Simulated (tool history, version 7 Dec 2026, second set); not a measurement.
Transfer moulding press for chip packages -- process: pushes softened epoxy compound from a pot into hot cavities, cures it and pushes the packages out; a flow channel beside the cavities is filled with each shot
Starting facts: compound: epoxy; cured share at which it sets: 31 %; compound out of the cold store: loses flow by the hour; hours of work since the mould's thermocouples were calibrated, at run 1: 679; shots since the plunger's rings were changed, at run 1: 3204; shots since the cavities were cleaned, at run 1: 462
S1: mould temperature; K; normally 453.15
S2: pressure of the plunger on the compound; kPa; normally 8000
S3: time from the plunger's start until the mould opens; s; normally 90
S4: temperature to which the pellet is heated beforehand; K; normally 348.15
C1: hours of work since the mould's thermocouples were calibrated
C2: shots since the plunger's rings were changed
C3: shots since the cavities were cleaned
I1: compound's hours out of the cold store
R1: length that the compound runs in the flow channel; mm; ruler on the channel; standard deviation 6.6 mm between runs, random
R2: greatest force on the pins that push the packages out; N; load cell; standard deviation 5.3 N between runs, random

Run 1, hour 0: usual settings; C1 679; C2 3204; C3 462; I1 33.2. Result: R1 892 mm, R2 172 N.
At hour 12.9: plunger's sealing rings changed.
At hour 14.4: cavities cleaned with cleaning compound and waxed.
Run 2, hour 29.2: usual settings; C1 698; C2 211; C3 211; I1 17. Result: R1 969 mm, R2 179 N.
Run 3, hour 47: usual settings; C1 712; C2 465; C3 465; I1 11.3. Result: R1 1005 mm, R2 177 N.
At hour 58.6: cavities cleaned with cleaning compound and waxed.
Run 4, hour 69.5: usual settings; C1 728; C2 765; C3 155; I1 47.8. Result: R1 863 mm, R2 176 N.
Run 5, hour 84: usual settings; C1 739; C2 973; C3 363; I1 31.8. Result: R1 917 mm, R2 175 N.
At hour 103.5: mould's thermocouples calibrated.
At hour 105: cavities cleaned with cleaning compound and waxed.
Run 6, hour 111.1: usual settings; C1 5; C2 1309; C3 86; I1 21.9. Result: R1 949 mm, R2 178 N.
Run 7, hour 137.9: usual settings; C1 25; C2 1692; C3 469; I1 11.9. Result: R1 992 mm, R2 179 N.
At hour 148.9: cavities cleaned with cleaning compound and waxed.
Run 8, hour 160.9: usual settings but S1 447.15 K; C1 41; C2 1999; C3 171; I1 24.3. Result: R1 946 mm, R2 235 N.
At hour 190.9: cavities cleaned with cleaning compound and waxed.
Run 9, hour 190.9: usual settings but S3 97 s; C1 62; C2 2406; C3 0; I1 17.2. Result: R1 962 mm, R2 170 N.
Run 10, hour 205.6: usual settings but S3 97 s, S4 356.15 K; C1 73; C2 2616; C3 210; I1 44.4. Result: R1 861 mm, R2 173 N.
Run 11, hour 227.2: usual settings but S3 97 s, S4 356.15 K; C1 90; C2 2924; C3 518; I1 20.8. Result: R1 943 mm, R2 169 N.
At hour 234.2: cavities cleaned with cleaning compound and waxed.
Run 12, hour 251: usual settings but S2 6140 kPa, S4 345.15 K; C1 106; C2 3242; C3 240; I1 35.1. Result: R1 784 mm, R2 177 N.
At hour 259.8: plunger's sealing rings changed.
At hour 278.6: cavities cleaned with cleaning compound and waxed.
Run 13, hour 278.6: usual settings but S2 6140 kPa, S4 345.15 K; C1 124; C2 248; C3 0; I1 11.5. Result: R1 875 mm, R2 186 N.
Run 14, hour 300.9: usual settings but S3 83 s, S4 344.15 K; C1 141; C2 565; C3 317; I1 45.9. Result: R1 871 mm, R2 194 N.
At hour 321.3: cavities cleaned with cleaning compound and waxed.
Run 15, hour 325.2: usual settings but S1 456.15 K, S4 343.15 K; C1 158; C2 891; C3 56; I1 25.1. Result: R1 931 mm, R2 170 N.
Run 16, hour 339.1: usual settings but S1 460.15 K, S2 7360 kPa, S3 79 s; C1 169; C2 1090; C3 255; I1 32.5. Result: R1 859 mm, R2 169 N.
Run 17, hour 361: usual settings but S1 460.15 K, S2 7360 kPa, S3 79 s; C1 185; C2 1402; C3 567; I1 16.4. Result: R1 924 mm, R2 171 N.

Each row is a separate what-if for the run after 17, all from the same tool condition, not one after another. Results?
At hour 364.4: cavities cleaned with cleaning compound and waxed.
Run A, hour 384.9: usual settings but S1 457.15 K, S2 6700 kPa, S3 93 s; C1 202; C2 1722; C3 292; I1 31.5. Result: R1 ?, R2 ?.
At hour 364.4: cavities cleaned with cleaning compound and waxed.
Run B, hour 384.9: usual settings but S1 460.15 K, S2 6290 kPa, S3 79 s; C1 202; C2 1722; C3 292; I1 15.3. Result: R1 ?, R2 ?.
At hour 364.4: cavities cleaned with cleaning compound and waxed.
Run C, hour 384.9: usual settings but S1 446.15 K, S2 7320 kPa, S3 109 s; C1 202; C2 1722; C3 292; I1 12.9. Result: R1 ?, R2 ?.
At hour 364.4: cavities cleaned with cleaning compound and waxed.
Run D, hour 384.9: usual settings but S2 6740 kPa; C1 202; C2 1722; C3 292; I1 17.4. Result: R1 ?, R2 ?.
At hour 364.4: cavities cleaned with cleaning compound and waxed.
Run E, hour 384.9: usual settings but S1 460.15 K, S2 7310 kPa, S3 77 s, S4 356.15 K; C1 202; C2 1722; C3 292; I1 35.6. Result: R1 ?, R2 ?.

run   R1   R2
  A  830  170
  B  847  164
  C  958  187
  D  885  183
  E  839  176
With no hidden state in the tool, these same runs would have given:
run   R1   R2
  A  831  168
  B  848  162
  C  958  185
  D  885  181
  E  839  174
